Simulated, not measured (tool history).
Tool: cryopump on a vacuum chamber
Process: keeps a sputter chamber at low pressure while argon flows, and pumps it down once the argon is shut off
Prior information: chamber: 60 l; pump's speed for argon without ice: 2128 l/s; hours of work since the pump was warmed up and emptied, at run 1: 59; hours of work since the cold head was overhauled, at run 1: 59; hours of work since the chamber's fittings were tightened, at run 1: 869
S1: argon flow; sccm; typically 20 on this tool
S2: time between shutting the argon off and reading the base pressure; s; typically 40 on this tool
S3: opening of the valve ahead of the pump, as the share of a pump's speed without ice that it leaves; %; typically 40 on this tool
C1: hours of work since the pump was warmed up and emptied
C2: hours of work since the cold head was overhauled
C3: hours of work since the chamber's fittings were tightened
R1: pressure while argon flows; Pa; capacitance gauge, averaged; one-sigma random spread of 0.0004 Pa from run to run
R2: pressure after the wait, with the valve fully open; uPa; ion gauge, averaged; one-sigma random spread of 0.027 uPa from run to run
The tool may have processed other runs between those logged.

run,hour,S1,S2,S3,C1,C2,C3,R1,R2
1,0,20,40,40,59,59,869,0.0404,1.44
2,10.1,16,40,40,63,63,873,0.032,1.46
3,27.1,16,40,36,70,70,881,0.0353,1.49
4,37.5,20,40,40,75,75,885,0.0405,1.49
5,54.1,20,87,40,82,82,892,0.0396,0.89
6,71.3,20,40,40,89,89,899,0.0405,1.51
7,82.8,20,40,40,94,94,904,0.04,1.49
8,97.1,20,40,40,100,100,910,0.04,1.53
9,114.3,20,40,47,107,107,917,0.0341,1.52
10,130.4,34,40,40,114,114,924,0.0681,1.54
11,148.9,34,40,40,122,122,932,0.0685,1.52
12,165.3,34,40,40,129,129,939,0.0678,1.51
13,177.3,20,40,40,134,134,944,0.0405,1.51
14,194.3,20,40,40,141,141,951,0.0401,1.49
15,209.9,20,40,40,147,147,958,0.0406,1.56
16,220.5,20,40,40,152,152,962,0.041,1.46
17,229.1,20,40,40,156,156,966,0.0398,1.51
18,240.6,25,236,38,160,160,971,0.0538,0.64
19,255.3,14,67,32,167,167,977,0.0352,1.08
20,266.2,14,67,32,171,171,981,0.0349,1.04
21,280.7,9,233,26,177,177,987,0.0277,0.66
22,300.8,34,174,21,186,186,996,0.1296,0.7
23,320,23,135,21,194,194,1004,0.0881,0.82
24,335.8,22,135,32,200,200,1011,0.0554,0.78
25,347.7,29,25,40,205,205,1016,0.0588,2.2
26,366.1,20,40,24,213,213,1023,0.0672,1.53
27,376.1,20,40,24,217,217,1028,0.0663,1.48
28,391,19,111,53,224,224,1034,0.0299,0.82
29,406.3,19,111,53,230,230,1040,0.0288,0.85
30,424.8,19,111,53,238,238,1048,0.0289,0.86
31,434.8,19,100,53,242,242,1052,0.0294,0.9
32,449.6,20,146,40,248,248,1059,0.0402,0.77
33,462.6,31,113,29,254,254,1064,0.087,0.86
34,480.3,27,24,19,261,261,1072,0.1136,2.33

4 options for the next run, each taken on its own from the tool as it stands now. Forecast them:
A,499,35,64,55,269,269,1079,?,?
B,499,20,43,44,269,269,1079,?,?
C,499,20,40,44,269,269,1079,?,?
D,499,27,74,19,269,269,1079,?,?

run,R1,R2
A,0.0525,1.1
B,0.0368,1.44
C,0.0373,1.52
D,0.1141,1.04
What these runs would have given with no unlogged condition in the tool:
run,R1,R2
A,0.0509,0.76
B,0.0358,1.1
C,0.0364,1.18
D,0.1128,0.7
